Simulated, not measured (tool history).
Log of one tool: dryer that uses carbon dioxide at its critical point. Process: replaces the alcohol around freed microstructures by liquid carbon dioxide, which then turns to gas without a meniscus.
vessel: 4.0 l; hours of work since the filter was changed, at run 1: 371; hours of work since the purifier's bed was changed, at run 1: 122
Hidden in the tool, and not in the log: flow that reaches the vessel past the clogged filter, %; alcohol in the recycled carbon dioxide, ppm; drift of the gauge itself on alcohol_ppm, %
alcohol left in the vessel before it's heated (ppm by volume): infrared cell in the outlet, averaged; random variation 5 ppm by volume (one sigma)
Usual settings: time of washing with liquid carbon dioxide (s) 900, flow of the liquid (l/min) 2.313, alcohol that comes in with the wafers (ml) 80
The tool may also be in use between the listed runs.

run,hour,time of washing with liquid carbon dioxide (s),flow of the liquid (l/min),alcohol that comes in with the wafers (ml),hours of work since the filter was changed,hours of work since the purifier's bed was changed,alcohol left in the vessel before it's heated (ppm by volume)
1,0,900,2.313,80,371,122,30
2,8.9,900,2.313,80,377,129,26
3,19.2,900,2.313,80,385,137,33
4,29.8,900,2.16,80,393,145,43
5,35.6,720,2.313,80,398,149,64
6,46.2,900,1.62,80,406,157,112
7,52.6,900,1.62,80,411,162,107
8,62.3,1200,1.58,51,419,170,35
9,70.8,720,1.58,51,425,176,212
10,80.8,1020,1.98,80,433,184,34
11,88.2,840,2.99,43,439,190,28
12,92.9,1020,1.63,30,442,193,47
# hour 97.2: inlet filter changed
13,101.8,780,2.42,69,4,200,47
14,107.3,780,2.42,69,8,204,37

Forecast each of these 4 alternatives for the next run:
A,116.4,720,1.6,103,15,211,?
B,116.4,660,3.84,84,15,211,?
C,116.4,780,2.05,69,15,211,?
D,116.4,780,2.42,82,15,211,?

run,alcohol left in the vessel before it's heated (ppm by volume)
A,313
B,32
C,59
D,48
Without the tool's hidden state the same runs would have given:
run,alcohol left in the vessel before it's heated (ppm by volume)
A,275
B,6
C,31
D,21
